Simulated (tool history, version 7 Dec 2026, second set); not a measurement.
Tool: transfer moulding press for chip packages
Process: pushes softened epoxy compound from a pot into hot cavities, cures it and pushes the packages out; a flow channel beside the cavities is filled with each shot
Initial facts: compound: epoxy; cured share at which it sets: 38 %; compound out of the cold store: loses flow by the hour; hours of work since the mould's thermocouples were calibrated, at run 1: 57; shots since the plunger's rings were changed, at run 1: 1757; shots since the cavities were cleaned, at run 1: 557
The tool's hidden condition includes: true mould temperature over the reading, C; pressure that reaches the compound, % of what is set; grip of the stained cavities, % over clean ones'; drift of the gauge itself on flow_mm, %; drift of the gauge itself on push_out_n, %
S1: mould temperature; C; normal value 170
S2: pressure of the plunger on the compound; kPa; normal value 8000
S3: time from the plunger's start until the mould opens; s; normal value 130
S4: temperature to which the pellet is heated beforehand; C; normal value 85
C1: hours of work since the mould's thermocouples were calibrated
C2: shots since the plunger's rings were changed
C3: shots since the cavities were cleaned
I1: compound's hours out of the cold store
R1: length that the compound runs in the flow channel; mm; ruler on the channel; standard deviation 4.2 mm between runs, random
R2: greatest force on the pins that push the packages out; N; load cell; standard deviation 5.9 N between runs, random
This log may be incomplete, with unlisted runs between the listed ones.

run   hour   S1    S2   S3  S4   C1    C2    C3    I1   R1   R2
  1    0.0  170  8000  130  85   57  1757   557  18.3  661  334
  2   31.1  170  8000  130  85   72  1979   779  13.7  667  331
  3   54.1  170  9880  130  85   83  2142   942  27.1  698  345
  4   70.4  170  8000  130  85   91  2258  1058  29.9  628  335
      87.0  -- cavities cleaned with cleaning compound and waxed
  5   87.0  170  8000  130  85   98  2365     0  24.2  638  415
  6  106.6  170  8000  130  85  108  2505   140  26.9  626  422
  7  135.9  170  8000  130  85  122  2714   349  14.4  652  390
  8  162.6  170  8000  120  85  134  2904   539  41.0  589  424
  9  185.9  170  8000  130  85  146  3069   704  24.7  618  370
     209.1  -- cavities cleaned with cleaning compound and waxed, once more
 10  209.6  170  8000  130  85  156  3228     4  12.1  655  223
 11  233.7  170  8000  130  85  168  3399   175  42.8  581  242
 12  260.7  170  8000  130  85  181  3591   367  17.2  640  287
 13  289.7  170  8000  130  85  194  3798   574  28.5  602  322
 14  315.3  170  9060  148  85  207  3980   756  36.0  629  301
 15  330.7  170  9830  145  93  214  4090   866  42.3  635  288
 16  353.8  170  9830  145  93  225  4254  1030  30.9  664  310
     374.8  -- cavities cleaned with cleaning compound and waxed
 17  385.9  171  7890  129  81  240  4472    79  44.5  555  245
 18  400.3  171  7890  129  81  247  4575   182  21.4  607  276
 19  416.6  171  7890  129  81  254  4691   298  15.4  621  285
 20  437.0  171  7890  129  81  264  4836   443  21.0  608  297
 21  467.6  171  7890  129  81  279  5054   661  29.0  584  310
 22  499.4  176  9910  150  76  294  5280   887  45.5  605  287
 23  516.3  176  8130  139  94  302  5400  1007  20.4  599  292
     527.8  -- plunger's sealing rings changed
 24  532.9  176  8130  139  94  309    37  1108  36.2  629  294

5 ways to go on from here, each from the tool as it stands after run 24. What would each give?
     542.8  -- cavities cleaned with cleaning compound and waxed
  A  559.6  166  6550  139  94  321  216  119   9.3   ?   ?
     542.8  -- cavities cleaned with cleaning compound and waxed
  B  559.6  170  9330  130  92  321  216  119   8.3   ?   ?
     542.8  -- cavities cleaned with cleaning compound and waxed
  C  559.6  176  6720  139  79  321  216  119  32.7   ?   ?
     542.8  -- cavities cleaned with cleaning compound and waxed
  D  559.6  171  8130  139  89  321  216  119   9.8   ?   ?
     542.8  -- cavities cleaned with cleaning compound and waxed
  E  559.6  172  7930  125  85  321  216  119  23.4   ?   ?

run   R1   R2
  A  643  275
  B  754  264
  C  580  212
  D  695  239
  E  657  250
With no hidden state in the tool, these same runs would have given:
run   R1   R2
  A  646  237
  B  757  230
  C  583  186
  D  698  208
  E  660  218

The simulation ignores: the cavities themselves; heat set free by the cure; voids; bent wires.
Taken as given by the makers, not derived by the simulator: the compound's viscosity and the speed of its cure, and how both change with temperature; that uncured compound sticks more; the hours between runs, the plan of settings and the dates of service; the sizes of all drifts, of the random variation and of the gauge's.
